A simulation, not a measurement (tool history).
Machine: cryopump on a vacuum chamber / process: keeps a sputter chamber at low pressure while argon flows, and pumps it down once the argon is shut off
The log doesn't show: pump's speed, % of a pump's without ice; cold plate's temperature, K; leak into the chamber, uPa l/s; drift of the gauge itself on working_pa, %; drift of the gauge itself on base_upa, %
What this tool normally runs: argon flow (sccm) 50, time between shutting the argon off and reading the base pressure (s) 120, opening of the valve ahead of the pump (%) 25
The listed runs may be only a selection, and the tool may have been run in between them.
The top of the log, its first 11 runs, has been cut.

run	hour	argon flow (sccm)	time between shutting the argon off and reading the base pressure (s)	opening of the valve ahead of the pump (%)	hours of work since the pump was warmed up and emptied	hours of work since the cold head was overhauled	hours of work since the chamber's fittings were tightened	pressure while argon flows (Pa)	pressure after the wait (uPa)
12	571.6	50	120	34	115	1234	2884	0.1394	2.14
13	649.7	50	120	34	153	1272	2922	0.1401	2.14
14	725.3	50	100	34	190	1309	2959	0.1400	2.31
15	787.3	50	120	25	220	1339	2989	0.1904	2.17
16	862.1	50	120	25	257	1376	3025	0.1927	2.31
# hour 931.2: leaking fittings of the chamber tightened, without venting
17	942.8	50	120	25	295	1414	6	0.1916	0.55
18	977.7	28	120	23	312	1431	23	0.1177	0.52
19	1052.0	28	120	23	348	1467	59	0.1177	0.58
20	1105.2	50	120	30	374	1493	85	0.1624	0.61
21	1171.4	44	194	43	406	1525	117	0.1011	0.50
22	1225.0	36	148	18	433	1551	143	0.1922	0.57
23	1279.6	50	120	53	459	1578	170	0.0949	0.61
24	1358.6	33	25	25	498	1616	208	0.1283	1.93
25	1438.4	38	229	54	536	1655	247	0.0718	0.49
26	1498.3	50	120	57	566	1684	276	0.0905	0.71
27	1543.4	29	200	29	588	1706	298	0.0986	0.58
28	1610.2	29	200	33	620	1739	331	0.0874	0.59
29	1677.5	50	200	33	653	1772	363	0.1510	0.62
30	1744.5	50	63	39	685	1804	396	0.1320	1.14
31	1810.8	61	51	38	718	1837	428	0.1640	1.26
32	1875.7	39	120	20	749	1868	460	0.1904	0.86
33	1907.8	39	120	20	765	1884	475	0.1927	0.88
34	1974.4	37	120	25	797	1916	508	0.1487	0.89

Below are 3 alternative next runs, each starting from the tool's condition after run 34. Predict each:
A	2036.9	37	120	24	828	1947	538	?	?
B	2036.9	37	120	31	828	1947	538	?	?
C	2036.9	50	120	41	828	1947	538	?	?

run	pressure while argon flows (Pa)	pressure after the wait (uPa)
A	0.1547	0.90
B	0.1224	0.91
C	0.1270	0.87
Had the tool no hidden state, the same runs would have come out as:
run	pressure while argon flows (Pa)	pressure after the wait (uPa)
A	0.1451	0.50
B	0.1128	0.51
C	0.1141	0.48
